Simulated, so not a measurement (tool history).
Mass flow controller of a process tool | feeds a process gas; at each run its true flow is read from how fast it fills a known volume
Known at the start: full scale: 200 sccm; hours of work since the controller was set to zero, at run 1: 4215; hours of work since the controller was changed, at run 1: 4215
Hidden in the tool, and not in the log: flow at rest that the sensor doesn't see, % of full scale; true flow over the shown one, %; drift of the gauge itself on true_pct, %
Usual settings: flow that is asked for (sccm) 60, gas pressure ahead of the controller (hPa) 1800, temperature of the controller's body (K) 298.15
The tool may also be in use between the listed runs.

run	hour	flow that is asked for (sccm)	gas pressure ahead of the controller (hPa)	temperature of the controller's body (K)	hours of work since the controller was set to zero	hours of work since the controller was changed	true flow (%)
1	0	60	1800	298.15	4215	4215	97.5
2	462.3	60	1800	298.15	4398	4398	97.25
3	803.1	60	1800	298.15	4532	4532	97.37
4	1040.1	60	1800	298.15	4626	4626	97.12
5	1421.6	60	1800	298.15	4776	4776	97.28
6	1688	60	1800	310.15	4881	4881	95.99
7	2028.7	60	1800	312.15	5016	5016	95.88
8	2324.5	60	1800	312.15	5132	5132	95.78
# hour 2580.3: controller's zero set anew
9	2751.2	60	1800	312.15	67	5301	97.35
10	3218.8	60	1800	298.15	252	5485	98.66
11	3570.9	60	1800	298.15	391	5624	98.51
12	4004.8	60	1800	298.15	562	5795	98.41
13	4451.7	60	1800	307.15	739	5972	97.46
14	4849.2	60	1800	307.15	895	6129	97.34
15	5134.2	60	1800	307.15	1008	6241	97.24
16	5495.6	60	1800	306.15	1151	6384	97.34
17	5702.7	60	1800	298.15	1232	6465	98.15
18	5935.5	60	1800	298.15	1324	6557	97.95
19	6177.3	60	1800	298.15	1420	6653	98.05
20	6467.9	20	1500	298.15	1534	6767	96.88
21	6754.7	20	1500	298.15	1647	6881	96.69
22	7116.3	60	1800	303.15	1790	7023	97.36
23	7322.8	60	1800	303.15	1872	7105	97.2
24	7641.4	41	2420	297.15	1997	7231	96.96
25	8101.8	60	1570	300.15	2179	7412	97.51
26	8338.2	61	1800	304.15	2272	7506	97.08
27	8767.7	61	1800	304.15	2442	7675	96.93
28	9174.4	60	1800	305.15	2602	7836	96.79
29	9639.1	48	2120	298.15	2786	8019	96.75
30	9843.3	34	2620	294.15	2866	8100	96.25
31	10043.4	34	2620	294.15	2945	8179	96.19
32	10280.9	88	1630	296.15	3039	8272	98.07
33	10616	88	2430	296.15	3171	8405	97.47
34	10883.1	130	1770	295.15	3277	8510	98.57
35	11078.4	59	1800	295.15	3354	8587	97.33
36	11432.6	72	1800	293.15	3494	8727	97.83

5 ways to go on from here, each from the tool as it stands after run 36. What would each give?
A	11732.3	72	1480	293.15	3612	8845	?
B	11732.3	22	1800	306.15	3612	8845	?
C	11732.3	154	1800	307.15	3612	8845	?
D	11732.3	60	1950	296.15	3612	8845	?
E	11732.3	60	1780	308.15	3612	8845	?

run	true flow (%)
A	97.93
B	93.92
C	97.59
D	97.07
E	96.08
Without the tool's hidden state the same runs would have given:
run	true flow (%)
A	99.9
B	98.27
C	99.01
D	99.25
E	98.26

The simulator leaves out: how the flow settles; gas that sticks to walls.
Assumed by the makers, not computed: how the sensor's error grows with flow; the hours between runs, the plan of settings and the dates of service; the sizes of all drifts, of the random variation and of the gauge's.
